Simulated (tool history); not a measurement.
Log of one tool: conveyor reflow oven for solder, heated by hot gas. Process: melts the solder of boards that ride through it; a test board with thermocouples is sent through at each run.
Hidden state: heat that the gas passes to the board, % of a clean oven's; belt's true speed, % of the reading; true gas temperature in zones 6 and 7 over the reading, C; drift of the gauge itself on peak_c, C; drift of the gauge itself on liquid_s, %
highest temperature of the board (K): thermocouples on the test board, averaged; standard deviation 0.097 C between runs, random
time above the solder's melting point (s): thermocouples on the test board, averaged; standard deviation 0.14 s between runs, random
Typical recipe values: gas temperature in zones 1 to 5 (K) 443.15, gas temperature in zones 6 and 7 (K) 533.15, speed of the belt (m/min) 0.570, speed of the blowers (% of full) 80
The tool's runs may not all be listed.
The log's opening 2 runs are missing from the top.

run	hour	gas temperature in zones 1 to 5 (K)	gas temperature in zones 6 and 7 (K)	speed of the belt (m/min)	speed of the blowers (% of full)	hours of work since the flux was cleaned out	hours of work since the belt drive was overhauled	hours of work since the thermocouples were changed	highest temperature of the board (K)	time above the solder's melting point (s)
3	21.2	443.15	533.15	0.570	80	430	75	399	517.38	54.3
4	30.9	443.15	533.15	0.570	80	436	81	405	517.18	54.4
5	49.3	443.15	533.15	0.570	80	448	93	416	517.24	54.0
6	58.6	443.15	533.15	0.570	80	453	99	422	517.24	54.1
7	73.6	443.15	533.15	0.570	80	463	108	432	517.20	54.4
# hour 87.7: flux residue cleaned out of gas plates and filters
8	93.1	443.15	528.15	0.570	80	3	117	441	516.16	54.7
9	108.1	443.15	528.15	0.570	80	13	127	450	516.11	55.0
10	125.6	443.15	528.15	0.570	80	24	138	462	516.22	54.7
11	137.1	443.15	528.15	0.570	80	31	145	469	516.12	54.4
12	148.9	443.15	528.15	0.570	80	39	153	476	515.81	54.4
# hour 153.7: belt drive overhauled, speed set with a stopwatch
13	170.4	443.15	533.15	0.570	75	50	11	487	519.87	57.8
14	185.3	443.15	533.15	0.570	80	59	20	497	520.50	58.7
15	199.3	443.15	533.15	0.570	80	68	29	506	520.35	58.6
16	214.5	435.15	533.15	0.570	57	78	39	515	515.61	49.5
17	231.8	452.15	533.15	0.642	77	89	50	526	518.09	52.1
# hour 248.1: belt drive overhauled, speed set with a stopwatch, once more
18	251.3	453.15	533.15	0.583	77	99	2	536	520.69	60.5
19	269.2	452.15	533.15	0.570	87	110	13	548	521.83	63.1
20	284.2	452.15	533.15	0.570	87	120	23	557	522.13	63.1

Run 21, settings as shown, results not yet in. Your forecast:
21	299.8	451.15	533.15	0.593	80	129	33	567	?	?

highest temperature of the board (K): 520.00
time above the solder's melting point (s): 58.3
Minus the tool's unlogged condition, the same run would have read highest temperature of the board (K) 520.49, time above the solder's melting point (s) 59.2.
